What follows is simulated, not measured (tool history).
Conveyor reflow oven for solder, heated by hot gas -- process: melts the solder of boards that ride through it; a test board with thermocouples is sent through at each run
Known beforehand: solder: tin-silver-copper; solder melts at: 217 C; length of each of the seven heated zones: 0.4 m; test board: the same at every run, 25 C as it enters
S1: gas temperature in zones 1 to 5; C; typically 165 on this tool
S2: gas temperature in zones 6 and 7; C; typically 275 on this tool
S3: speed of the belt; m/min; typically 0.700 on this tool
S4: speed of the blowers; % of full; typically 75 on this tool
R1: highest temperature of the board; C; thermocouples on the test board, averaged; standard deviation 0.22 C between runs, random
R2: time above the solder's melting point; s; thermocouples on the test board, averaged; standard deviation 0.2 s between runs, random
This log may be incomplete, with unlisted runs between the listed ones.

run 1 hour=0.0 | S1=165 S2=275 S3=0.700 S4=75 | R1=254.9 R2=50.3
run 2 hour=27.7 | S1=165 S2=275 S3=0.700 S4=86 | R1=258.4 R2=52.6
run 3 hour=57.8 | S1=165 S2=275 S3=0.700 S4=75 | R1=255.3 R2=49.8
run 4 hour=75.4 | S1=165 S2=275 S3=0.700 S4=75 | R1=255.4 R2=49.9
run 5 hour=108.3 | S1=168 S2=275 S3=0.700 S4=75 | R1=255.7 R2=51.4
run 6 hour=133.3 | S1=168 S2=275 S3=0.700 S4=75 | R1=255.7 R2=51.3
run 7 hour=167.9 | S1=168 S2=275 S3=0.700 S4=75 | R1=256.1 R2=51.3
run 8 hour=183.0 | S1=165 S2=275 S3=0.700 S4=75 | R1=255.3 R2=50.0
run 9 hour=219.4 | S1=165 S2=275 S3=0.700 S4=75 | R1=255.2 R2=50.0
run 10 hour=249.8 | S1=165 S2=275 S3=0.700 S4=75 | R1=255.2 R2=50.4
run 11 hour=285.8 | S1=165 S2=275 S3=0.700 S4=75 | R1=255.0 R2=49.6
-- hour=314.0 flux residue cleaned out of gas plates and filters
run 12 hour=325.9 | S1=165 S2=275 S3=0.700 S4=84 | R1=257.9 R2=52.2
run 13 hour=340.8 | S1=165 S2=275 S3=0.787 S4=75 | R1=250.9 R2=40.9
run 14 hour=372.2 | S1=165 S2=275 S3=0.700 S4=75 | R1=255.4 R2=49.8
run 15 hour=398.4 | S1=171 S2=289 S3=0.691 S4=64 | R1=265.5 R2=57.7
run 16 hour=434.9 | S1=171 S2=289 S3=0.808 S4=64 | R1=257.7 R2=44.6
run 17 hour=471.8 | S1=171 S2=289 S3=0.808 S4=64 | R1=257.4 R2=44.7
run 18 hour=498.8 | S1=171 S2=289 S3=0.808 S4=64 | R1=257.9 R2=44.8
run 19 hour=514.1 | S1=171 S2=289 S3=0.808 S4=64 | R1=258.2 R2=44.7
run 20 hour=531.7 | S1=171 S2=289 S3=0.808 S4=64 | R1=257.9 R2=45.0
run 21 hour=554.3 | S1=172 S2=278 S3=0.700 S4=75 | R1=259.0 R2=54.4
run 22 hour=572.1 | S1=157 S2=278 S3=0.808 S4=63 | R1=245.0 R2=33.4
run 23 hour=587.2 | S1=150 S2=283 S3=0.808 S4=72 | R1=251.6 R2=36.9
run 24 hour=610.4 | S1=150 S2=280 S3=0.611 S4=72 | R1=261.3 R2=57.7
run 25 hour=637.6 | S1=150 S2=280 S3=0.611 S4=54 | R1=254.4 R2=51.9
-- hour=654.3 thermocouples of zones 6 and 7 changed
run 26 hour=671.6 | S1=150 S2=280 S3=0.611 S4=54 | R1=254.9 R2=52.0
run 27 hour=707.0 | S1=150 S2=279 S3=0.698 S4=54 | R1=247.2 R2=38.9

5 ways to go on from here, each from the tool as it stands after run 27. What would each give?
run A hour=734.0 | S1=155 S2=275 S3=0.700 S4=75 | R1=? R2=?
run B hour=734.0 | S1=169 S2=280 S3=0.742 S4=54 | R1=? R2=?
run C hour=734.0 | S1=165 S2=275 S3=0.700 S4=75 | R1=? R2=?
run D hour=734.0 | S1=150 S2=267 S3=0.698 S4=75 | R1=? R2=?
run E hour=734.0 | S1=155 S2=279 S3=0.667 S4=61 | R1=? R2=?

run=A R1=253.4 R2=46.6
run=B R1=249.7 R2=42.8
run=C R1=255.5 R2=50.3
run=D R1=245.9 R2=39.8
run=E R1=253.7 R2=48.5
With no hidden state in the tool, these same runs would have given:
run=A R1=253.4 R2=46.6
run=B R1=249.7 R2=42.8
run=C R1=255.5 R2=50.3
run=D R1=245.9 R2=39.8
run=E R1=253.7 R2=48.4
